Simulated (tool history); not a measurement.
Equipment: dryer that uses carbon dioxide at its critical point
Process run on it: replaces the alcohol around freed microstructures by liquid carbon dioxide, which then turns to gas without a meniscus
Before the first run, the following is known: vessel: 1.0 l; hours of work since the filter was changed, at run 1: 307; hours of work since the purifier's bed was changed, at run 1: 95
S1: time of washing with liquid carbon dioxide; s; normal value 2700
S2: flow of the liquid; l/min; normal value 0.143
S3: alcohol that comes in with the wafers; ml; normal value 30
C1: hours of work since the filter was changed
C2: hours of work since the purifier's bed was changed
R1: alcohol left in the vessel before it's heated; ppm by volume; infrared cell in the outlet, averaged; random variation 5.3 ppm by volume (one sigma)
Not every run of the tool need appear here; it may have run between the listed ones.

run 1 day=0 | S1=2700 S2=0.143 S3=30 | C1=307 C2=95 | R1=214
run 2 day=0.746 | S1=2700 S2=0.143 S3=30 | C1=315 C2=102 | R1=210
run 3 day=1.488 | S1=2700 S2=0.143 S3=30 | C1=323 C2=110 | R1=214
run 4 day=2.175 | S1=2700 S2=0.154 S3=30 | C1=329 C2=117 | R1=151
run 5 day=2.625 | S1=2700 S2=0.154 S3=30 | C1=334 C2=121 | R1=156
run 6 day=3.338 | S1=2700 S2=0.176 S3=30 | C1=341 C2=128 | R1=91
run 7 day=3.879 | S1=2700 S2=0.176 S3=30 | C1=347 C2=134 | R1=78
run 8 day=4.288 | S1=1800 S2=0.127 S3=29 | C1=351 C2=138 | R1=1571
run 9 day=4.908 | S1=3240 S2=0.11 S3=29 | C1=357 C2=144 | R1=323
run 10 day=5.475 | S1=2220 S2=0.112 S3=29 | C1=363 C2=150 | R1=1227
run 11 day=5.862 | S1=2220 S2=0.112 S3=29 | C1=367 C2=154 | R1=1200
run 12 day=6.267 | S1=2700 S2=0.143 S3=47 | C1=371 C2=158 | R1=372

What would each run have given without the hidden state, its run-to-run variation left as it was?
Unlogged tool condition in this case: flow that reaches the vessel past the clogged filter, %; alcohol in the recycled carbon dioxide, ppm; drift of the gauge itself on alcohol_ppm, %.
run=1 R1=116
run=2 R1=111
run=3 R1=111
run=4 R1=73
run=5 R1=73
run=6 R1=41
run=7 R1=26
run=8 R1=1067
run=9 R1=171
run=10 R1=787
run=11 R1=769
run=12 R1=181
